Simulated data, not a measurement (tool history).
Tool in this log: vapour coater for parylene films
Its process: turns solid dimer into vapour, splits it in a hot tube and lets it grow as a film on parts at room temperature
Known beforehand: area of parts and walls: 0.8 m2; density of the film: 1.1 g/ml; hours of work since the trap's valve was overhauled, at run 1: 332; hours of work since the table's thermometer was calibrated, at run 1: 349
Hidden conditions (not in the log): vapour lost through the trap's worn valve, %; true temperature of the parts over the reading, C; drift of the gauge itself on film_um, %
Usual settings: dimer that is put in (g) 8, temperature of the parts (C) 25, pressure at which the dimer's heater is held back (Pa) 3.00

run,day,dimer that is put in (g),temperature of the parts (C),pressure at which the dimer's heater is held back (Pa),hours of work since the trap's valve was overhauled,hours of work since the table's thermometer was calibrated,thickness of the film (um)
1,0.000,8,25,3.00,332,349,7.23
2,0.512,8,25,3.00,339,357,7.16
3,1.046,8,25,3.00,347,365,7.20
4,1.538,8,25,3.00,354,372,7.13
5,1.892,8,25,3.00,359,377,7.30
6,2.458,8,25,3.00,368,385,7.14
7,2.988,8,25,3.00,376,393,7.15
8,3.571,8,25,3.00,384,402,7.18
9,3.958,3,25,3.00,390,408,2.67
10,4.388,3,25,3.00,396,414,2.67
11,5.038,14,25,3.00,406,424,12.52
12,5.667,4,25,10.63,415,433,2.85
13,6.017,4,25,10.63,420,438,2.78
14,6.321,4,25,10.63,425,443,2.83
# day 6.517: trap's valve overhauled
15,6.783,4,25,10.63,4,447,2.75
16,7.333,4,25,10.63,12,455,2.79
17,7.762,12,36,9.04,18,461,6.96
18,8.292,12,28,9.04,26,469,8.21
19,8.571,8,17,2.49,30,473,8.89
20,9.242,3,27,4.94,40,483,2.39
21,9.662,3,27,4.94,47,489,2.35
22,10.258,3,27,4.94,55,498,2.36

Here are 4 independent what-if runs from the current tool condition. What would each one return?
A,10.846,8,27,4.94,64,507,?
B,10.846,10,18,2.52,64,507,?
C,10.846,3,30,4.94,64,507,?
D,10.846,7,31,2.66,64,507,?

run,thickness of the film (um)
A,6.19
B,10.75
C,2.26
D,5.78
Without the tool's unlogged condition, the same runs would have read:
run,thickness of the film (um)
A,6.20
B,10.77
C,2.27
D,5.79

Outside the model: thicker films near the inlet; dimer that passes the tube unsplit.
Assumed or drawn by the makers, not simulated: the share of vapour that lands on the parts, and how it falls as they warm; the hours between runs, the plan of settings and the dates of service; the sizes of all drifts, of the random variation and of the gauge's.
